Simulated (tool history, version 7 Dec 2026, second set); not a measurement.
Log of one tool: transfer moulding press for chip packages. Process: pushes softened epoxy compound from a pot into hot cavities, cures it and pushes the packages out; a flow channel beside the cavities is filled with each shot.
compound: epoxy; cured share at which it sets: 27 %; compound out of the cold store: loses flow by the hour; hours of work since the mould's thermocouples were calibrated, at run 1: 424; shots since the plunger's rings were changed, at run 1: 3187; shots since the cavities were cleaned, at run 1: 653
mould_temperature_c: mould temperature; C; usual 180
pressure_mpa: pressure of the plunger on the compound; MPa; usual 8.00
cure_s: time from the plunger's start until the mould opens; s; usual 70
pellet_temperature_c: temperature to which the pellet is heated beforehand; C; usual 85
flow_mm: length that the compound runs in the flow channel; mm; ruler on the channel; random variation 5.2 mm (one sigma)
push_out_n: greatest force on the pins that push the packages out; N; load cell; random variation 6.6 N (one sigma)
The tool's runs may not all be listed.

| run | hour | mould_temperature_c | pressure_mpa | cure_s | pellet_temperature_c | hours of work since the mould's thermocouples were calibrated | shots since the plunger's rings were changed | shots since the cavities were cleaned | incoming compound's hours out of the cold store | flow_mm | push_out_n |
|---|---|---|---|---|---|---|---|---|---|---|---|
| 1 | 0.0 | 180 | 8.00 | 70 | 85 | 424 | 3187 | 653 | 44.0 | 493 | 376 |
| 2 | 12.5 | 180 | 8.00 | 70 | 85 | 434 | 3438 | 904 | 44.0 | 489 | 388 |
|  | 20.6 | cavities cleaned with cleaning compound and waxed |
|  | 24.7 | plunger's sealing rings changed |
| 3 | 30.8 | 180 | 8.00 | 70 | 85 | 445 | 123 | 156 | 11.7 | 588 | 317 |
| 4 | 39.9 | 180 | 8.00 | 70 | 85 | 452 | 305 | 338 | 8.4 | 576 | 328 |
| 5 | 47.9 | 180 | 8.00 | 70 | 85 | 458 | 467 | 500 | 21.3 | 557 | 369 |
| 6 | 56.4 | 178 | 8.00 | 70 | 85 | 465 | 640 | 673 | 15.3 | 579 | 451 |
| 7 | 72.0 | 178 | 8.00 | 70 | 85 | 478 | 954 | 987 | 17.2 | 569 | 463 |
|  | 75.4 | cavities cleaned with cleaning compound and waxed |
| 8 | 89.5 | 178 | 8.00 | 70 | 85 | 490 | 1276 | 285 | 19.9 | 559 | 375 |
| 9 | 101.0 | 178 | 8.00 | 70 | 85 | 499 | 1508 | 517 | 35.9 | 531 | 405 |
|  | 104.6 | mould's thermocouples calibrated |
| 10 | 118.9 | 180 | 9.19 | 70 | 77 | 11 | 1828 | 837 | 45.4 | 554 | 385 |
|  | 129.6 | cavities cleaned with cleaning compound and waxed |
| 11 | 133.8 | 180 | 9.46 | 61 | 78 | 22 | 2098 | 85 | 16.2 | 606 | 436 |
| 12 | 149.8 | 180 | 7.10 | 74 | 78 | 35 | 2421 | 408 | 14.6 | 519 | 337 |
| 13 | 157.5 | 180 | 7.10 | 74 | 78 | 41 | 2575 | 562 | 11.4 | 517 | 357 |
| 14 | 165.8 | 177 | 8.00 | 70 | 85 | 47 | 2742 | 729 | 33.7 | 512 | 466 |
| 15 | 178.7 | 177 | 8.00 | 70 | 85 | 57 | 3003 | 990 | 18.1 | 552 | 520 |

How the hidden state differs across the entries between the runs, from the last listed run before each to the first after it:
Between runs 2 and 3: cavities cleaned with cleaning compound and waxed (hour 20.6); plunger's sealing rings changed (hour 24.7)
  true mould temperature over the reading, C: -0.9 -> -0.93; pressure that reaches the compound, % of what is set: 86.94 -> 99.52; grip of the stained cavities, % over clean ones': 41.9 -> 11.4
  measured less the result without the state, flow_mm: -33 -> +2 mm; push_out_n: +125 -> +46 N
Between runs 7 and 8: cavities cleaned with cleaning compound and waxed (hour 75.4)
  true mould temperature over the reading, C: -0.99 -> -1.02; pressure that reaches the compound, % of what is set: 96.35 -> 95.11; grip of the stained cavities, % over clean ones': 44 -> 20.9
  measured less the result without the state, flow_mm: -7 -> -11 mm; push_out_n: +163 -> +85 N
Between runs 9 and 10: mould's thermocouples calibrated (hour 104.6)
  true mould temperature over the reading, C: -1.04 -> -1.24; pressure that reaches the compound, % of what is set: 94.24 -> 93.03; grip of the stained cavities, % over clean ones': 31.8 -> 41.2
  measured less the result without the state, flow_mm: -13 -> -16 mm; push_out_n: +116 -> +126 N
Between runs 10 and 11: cavities cleaned with cleaning compound and waxed (hour 129.6)
  true mould temperature over the reading, C: -1.24 -> -1.26; pressure that reaches the compound, % of what is set: 93.03 -> 92.05; grip of the stained cavities, % over clean ones': 41.2 -> 10.2
  measured less the result without the state, flow_mm: -16 -> -21 mm; push_out_n: +126 -> +75 N
